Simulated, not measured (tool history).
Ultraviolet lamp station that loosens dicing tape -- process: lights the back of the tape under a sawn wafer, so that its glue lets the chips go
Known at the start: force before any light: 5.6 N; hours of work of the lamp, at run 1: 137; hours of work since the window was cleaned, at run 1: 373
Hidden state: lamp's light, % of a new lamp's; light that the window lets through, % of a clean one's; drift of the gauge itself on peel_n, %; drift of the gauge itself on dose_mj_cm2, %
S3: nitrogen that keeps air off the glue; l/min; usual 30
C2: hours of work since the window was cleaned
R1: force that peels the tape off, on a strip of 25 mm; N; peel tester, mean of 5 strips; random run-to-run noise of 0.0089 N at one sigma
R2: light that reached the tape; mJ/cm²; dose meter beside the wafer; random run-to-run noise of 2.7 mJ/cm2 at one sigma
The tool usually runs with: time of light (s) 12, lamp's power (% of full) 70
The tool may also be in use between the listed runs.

run 1 hour=0 | time_of_light_(s)=12 lamp's_power_(%_of_full)=70 S3=30 | hours_of_work_of_the_lamp=137 C2=373 | R1=0.461 R2=307
run 2 hour=12.7 | time_of_light_(s)=12 lamp's_power_(%_of_full)=76 S3=30 | hours_of_work_of_the_lamp=145 C2=381 | R1=0.378 R2=332
run 3 hour=22.5 | time_of_light_(s)=12 lamp's_power_(%_of_full)=76 S3=30 | hours_of_work_of_the_lamp=151 C2=388 | R1=0.378 R2=329
run 4 hour=33 | time_of_light_(s)=14 lamp's_power_(%_of_full)=70 S3=30 | hours_of_work_of_the_lamp=158 C2=395 | R1=0.374 R2=357
run 5 hour=42 | time_of_light_(s)=14 lamp's_power_(%_of_full)=70 S3=30 | hours_of_work_of_the_lamp=164 C2=400 | R1=0.353 R2=356
run 6 hour=53.6 | time_of_light_(s)=12 lamp's_power_(%_of_full)=70 S3=30 | hours_of_work_of_the_lamp=171 C2=408 | R1=0.474 R2=303
run 7 hour=61.6 | time_of_light_(s)=12 lamp's_power_(%_of_full)=65 S3=30 | hours_of_work_of_the_lamp=177 C2=413 | R1=0.529 R2=282
run 8 hour=71.4 | time_of_light_(s)=12 lamp's_power_(%_of_full)=65 S3=30 | hours_of_work_of_the_lamp=183 C2=420 | R1=0.521 R2=279
run 9 hour=82.9 | time_of_light_(s)=12 lamp's_power_(%_of_full)=65 S3=30 | hours_of_work_of_the_lamp=190 C2=427 | R1=0.535 R2=283
run 10 hour=89.1 | time_of_light_(s)=12 lamp's_power_(%_of_full)=70 S3=30 | hours_of_work_of_the_lamp=194 C2=431 | R1=0.48 R2=298
run 11 hour=94.5 | time_of_light_(s)=12 lamp's_power_(%_of_full)=70 S3=30 | hours_of_work_of_the_lamp=198 C2=434 | R1=0.471 R2=300
run 12 hour=105.5 | time_of_light_(s)=12 lamp's_power_(%_of_full)=96 S3=30 | hours_of_work_of_the_lamp=205 C2=442 | R1=0.308 R2=409
-- hour=117.3 window cleaned of glue's vapour
run 13 hour=118 | time_of_light_(s)=12 lamp's_power_(%_of_full)=70 S3=18 | hours_of_work_of_the_lamp=213 C2=0 | R1=0.535 R2=326
run 14 hour=123.7 | time_of_light_(s)=12 lamp's_power_(%_of_full)=70 S3=18 | hours_of_work_of_the_lamp=217 C2=4 | R1=0.519 R2=323
run 15 hour=131 | time_of_light_(s)=12 lamp's_power_(%_of_full)=70 S3=18 | hours_of_work_of_the_lamp=221 C2=9 | R1=0.548 R2=321
run 16 hour=141.2 | time_of_light_(s)=14 lamp's_power_(%_of_full)=70 S3=30 | hours_of_work_of_the_lamp=228 C2=16 | R1=0.327 R2=368
run 17 hour=153.7 | time_of_light_(s)=12 lamp's_power_(%_of_full)=70 S3=30 | hours_of_work_of_the_lamp=236 C2=24 | R1=0.422 R2=318
run 18 hour=160.9 | time_of_light_(s)=12 lamp's_power_(%_of_full)=70 S3=30 | hours_of_work_of_the_lamp=241 C2=28 | R1=0.44 R2=317
run 19 hour=169.4 | time_of_light_(s)=12 lamp's_power_(%_of_full)=70 S3=30 | hours_of_work_of_the_lamp=246 C2=34 | R1=0.433 R2=311
run 20 hour=181.6 | time_of_light_(s)=12 lamp's_power_(%_of_full)=70 S3=30 | hours_of_work_of_the_lamp=254 C2=42 | R1=0.446 R2=315
run 21 hour=189.3 | time_of_light_(s)=12 lamp's_power_(%_of_full)=70 S3=30 | hours_of_work_of_the_lamp=259 C2=47 | R1=0.437 R2=314
run 22 hour=195.5 | time_of_light_(s)=12 lamp's_power_(%_of_full)=70 S3=30 | hours_of_work_of_the_lamp=263 C2=51 | R1=0.434 R2=307
run 23 hour=203.5 | time_of_light_(s)=7 lamp's_power_(%_of_full)=75 S3=12 | hours_of_work_of_the_lamp=268 C2=56 | R1=1.359 R2=196
run 24 hour=211.2 | time_of_light_(s)=7 lamp's_power_(%_of_full)=75 S3=12 | hours_of_work_of_the_lamp=273 C2=61 | R1=1.351 R2=195
run 25 hour=217.5 | time_of_light_(s)=7 lamp's_power_(%_of_full)=75 S3=12 | hours_of_work_of_the_lamp=277 C2=65 | R1=1.399 R2=193
run 26 hour=224.2 | time_of_light_(s)=9 lamp's_power_(%_of_full)=70 S3=10 | hours_of_work_of_the_lamp=282 C2=69 | R1=1.114 R2=232
run 27 hour=230.8 | time_of_light_(s)=11 lamp's_power_(%_of_full)=70 S3=10 | hours_of_work_of_the_lamp=286 C2=74 | R1=0.845 R2=285
run 28 hour=239 | time_of_light_(s)=23 lamp's_power_(%_of_full)=73 S3=14 | hours_of_work_of_the_lamp=291 C2=79 | R1=0.249 R2=615
run 29 hour=245.1 | time_of_light_(s)=12 lamp's_power_(%_of_full)=95 S3=22 | hours_of_work_of_the_lamp=295 C2=83 | R1=0.318 R2=415
run 30 hour=255.2 | time_of_light_(s)=9 lamp's_power_(%_of_full)=79 S3=22 | hours_of_work_of_the_lamp=302 C2=89 | R1=0.677 R2=259
run 31 hour=266.3 | time_of_light_(s)=9 lamp's_power_(%_of_full)=79 S3=38 | hours_of_work_of_the_lamp=309 C2=97 | R1=0.555 R2=254
run 32 hour=274.8 | time_of_light_(s)=20 lamp's_power_(%_of_full)=70 S3=46 | hours_of_work_of_the_lamp=314 C2=102 | R1=0.24 R2=506
run 33 hour=281.2 | time_of_light_(s)=12 lamp's_power_(%_of_full)=62 S3=14 | hours_of_work_of_the_lamp=319 C2=106 | R1=0.811 R2=269
run 34 hour=290.6 | time_of_light_(s)=11 lamp's_power_(%_of_full)=90 S3=30 | hours_of_work_of_the_lamp=325 C2=112 | R1=0.368 R2=351
run 35 hour=297.4 | time_of_light_(s)=8 lamp's_power_(%_of_full)=94 S3=11 | hours_of_work_of_the_lamp=329 C2=117 | R1=0.878 R2=268
run 36 hour=302.8 | time_of_light_(s)=12 lamp's_power_(%_of_full)=80 S3=40 | hours_of_work_of_the_lamp=333 C2=120 | R1=0.339 R2=343
run 37 hour=312.4 | time_of_light_(s)=12 lamp's_power_(%_of_full)=80 S3=40 | hours_of_work_of_the_lamp=339 C2=126 | R1=0.347 R2=346
run 38 hour=319.5 | time_of_light_(s)=8 lamp's_power_(%_of_full)=77 S3=22 | hours_of_work_of_the_lamp=343 C2=131 | R1=0.909 R2=219
run 39 hour=326.6 | time_of_light_(s)=8 lamp's_power_(%_of_full)=81 S3=28 | hours_of_work_of_the_lamp=348 C2=136 | R1=0.751 R2=225
run 40 hour=335.9 | time_of_light_(s)=13 lamp's_power_(%_of_full)=62 S3=30 | hours_of_work_of_the_lamp=354 C2=142 | R1=0.503 R2=283
run 41 hour=342.6 | time_of_light_(s)=23 lamp's_power_(%_of_full)=98 S3=23 | hours_of_work_of_the_lamp=358 C2=146 | R1=0.234 R2=791
run 42 hour=351.2 | time_of_light_(s)=10 lamp's_power_(%_of_full)=68 S3=23 | hours_of_work_of_the_lamp=364 C2=152 | R1=0.756 R2=241
run 43 hour=361.9 | time_of_light_(s)=10 lamp's_power_(%_of_full)=68 S3=23 | hours_of_work_of_the_lamp=371 C2=158 | R1=0.762 R2=238
run 44 hour=373.1 | time_of_light_(s)=10 lamp's_power_(%_of_full)=68 S3=23 | hours_of_work_of_the_lamp=378 C2=166 | R1=0.767 R2=237

Predict each of these 3 candidate next runs independently; none follows another, all start after run 44:
run A hour=380.9 | time_of_light_(s)=10 lamp's_power_(%_of_full)=65 S3=23 | hours_of_work_of_the_lamp=383 C2=171 | R1=? R2=?
run B hour=380.9 | time_of_light_(s)=10 lamp's_power_(%_of_full)=63 S3=11 | hours_of_work_of_the_lamp=383 C2=171 | R1=? R2=?
run C hour=380.9 | time_of_light_(s)=12 lamp's_power_(%_of_full)=70 S3=30 | hours_of_work_of_the_lamp=383 C2=171 | R1=? R2=?

run=A R1=0.851 R2=226
run=B R1=1.157 R2=219
run=C R1=0.495 R2=294
Had the tool no hidden state, the same runs would have come out as:
run=A R1=0.63 R2=271
run=B R1=0.88 R2=263
run=C R1=0.372 R2=353

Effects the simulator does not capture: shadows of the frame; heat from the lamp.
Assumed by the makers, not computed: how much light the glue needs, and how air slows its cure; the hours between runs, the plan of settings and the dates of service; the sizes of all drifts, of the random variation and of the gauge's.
